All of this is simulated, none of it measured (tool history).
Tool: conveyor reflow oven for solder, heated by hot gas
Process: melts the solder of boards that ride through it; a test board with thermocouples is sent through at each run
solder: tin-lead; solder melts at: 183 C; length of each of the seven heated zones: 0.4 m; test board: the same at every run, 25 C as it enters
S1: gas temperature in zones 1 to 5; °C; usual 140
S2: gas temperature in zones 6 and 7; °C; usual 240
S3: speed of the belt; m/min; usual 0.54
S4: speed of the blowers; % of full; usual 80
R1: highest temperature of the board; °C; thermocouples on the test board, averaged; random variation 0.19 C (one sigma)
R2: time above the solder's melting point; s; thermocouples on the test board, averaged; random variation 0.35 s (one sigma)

run 1 day=0 | S1=140 S2=240 S3=0.54 S4=80 | R1=227 R2=76.6
-- day=0.325 flux residue cleaned out of gas plates and filters
run 2 day=0.879 | S1=140 S2=240 S3=0.54 S4=80 | R1=227.9 R2=77.1
run 3 day=1.408 | S1=140 S2=240 S3=0.54 S4=80 | R1=228.2 R2=77.4
run 4 day=2.204 | S1=140 S2=240 S3=0.54 S4=80 | R1=227.7 R2=77.2
run 5 day=3.088 | S1=140 S2=240 S3=0.54 S4=80 | R1=227.6 R2=77.3
run 6 day=3.629 | S1=140 S2=240 S3=0.617 S4=80 | R1=224 R2=64.7
run 7 day=4.362 | S1=140 S2=240 S3=0.617 S4=80 | R1=223.7 R2=64.4
run 8 day=4.954 | S1=140 S2=240 S3=0.617 S4=80 | R1=223.9 R2=64.2
run 9 day=5.417 | S1=140 S2=240 S3=0.617 S4=80 | R1=223.6 R2=64.5
run 10 day=6.054 | S1=140 S2=240 S3=0.617 S4=80 | R1=223.8 R2=64.4
run 11 day=6.638 | S1=140 S2=240 S3=0.617 S4=80 | R1=223.7 R2=64
run 12 day=7.008 | S1=140 S2=240 S3=0.617 S4=80 | R1=224 R2=64.2
run 13 day=7.825 | S1=140 S2=240 S3=0.54 S4=80 | R1=227.5 R2=77.1
run 14 day=8.533 | S1=140 S2=240 S3=0.54 S4=80 | R1=227 R2=77.1
run 15 day=9.283 | S1=140 S2=240 S3=0.441 S4=80 | R1=232.7 R2=98.8
-- day=9.788 flux residue cleaned out of gas plates and filters
run 16 day=10.267 | S1=140 S2=240 S3=0.606 S4=51 | R1=213.5 R2=55.4
run 17 day=10.712 | S1=140 S2=240 S3=0.606 S4=51 | R1=213.6 R2=55.6
run 18 day=11.329 | S1=136 S2=240 S3=0.606 S4=89 | R1=226.9 R2=67
run 19 day=11.829 | S1=136 S2=240 S3=0.606 S4=89 | R1=226.8 R2=66.8
run 20 day=12.371 | S1=136 S2=240 S3=0.606 S4=89 | R1=227.3 R2=66.7
run 21 day=12.871 | S1=136 S2=240 S3=0.606 S4=89 | R1=227.2 R2=67
run 22 day=13.512 | S1=140 S2=245 S3=0.649 S4=53 | R1=214.9 R2=52.9
run 23 day=14.179 | S1=149 S2=248 S3=0.533 S4=80 | R1=237.4 R2=87.3
run 24 day=14.871 | S1=149 S2=248 S3=0.533 S4=80 | R1=237.1 R2=87.2
run 25 day=15.279 | S1=149 S2=248 S3=0.533 S4=80 | R1=237.1 R2=86.9
run 26 day=16.083 | S1=140 S2=234 S3=0.457 S4=80 | R1=226.8 R2=91.4
run 27 day=16.917 | S1=152 S2=240 S3=0.54 S4=77 | R1=229 R2=83.6
run 28 day=17.575 | S1=152 S2=240 S3=0.54 S4=77 | R1=229.3 R2=83.5
run 29 day=18.071 | S1=139 S2=249 S3=0.54 S4=57 | R1=228 R2=76.5

4 ways to go on from here, each from the tool as it stands after run 29. What would each give?
run A day=18.879 | S1=140 S2=255 S3=0.54 S4=80 | R1=? R2=?
run B day=18.879 | S1=132 S2=240 S3=0.54 S4=70 | R1=? R2=?
run C day=18.879 | S1=139 S2=237 S3=0.54 S4=57 | R1=? R2=?
run D day=18.879 | S1=140 S2=235 S3=0.54 S4=80 | R1=? R2=?

run=A R1=241.4 R2=85.3
run=B R1=224.2 R2=71.2
run=C R1=218 R2=68.8
run=D R1=223.3 R2=74.6
Without the tool's hidden state the same runs would have given:
run=A R1=240.7 R2=83.3
run=B R1=223.5 R2=69.3
run=C R1=217.1 R2=66.7
run=D R1=222.6 R2=72.8

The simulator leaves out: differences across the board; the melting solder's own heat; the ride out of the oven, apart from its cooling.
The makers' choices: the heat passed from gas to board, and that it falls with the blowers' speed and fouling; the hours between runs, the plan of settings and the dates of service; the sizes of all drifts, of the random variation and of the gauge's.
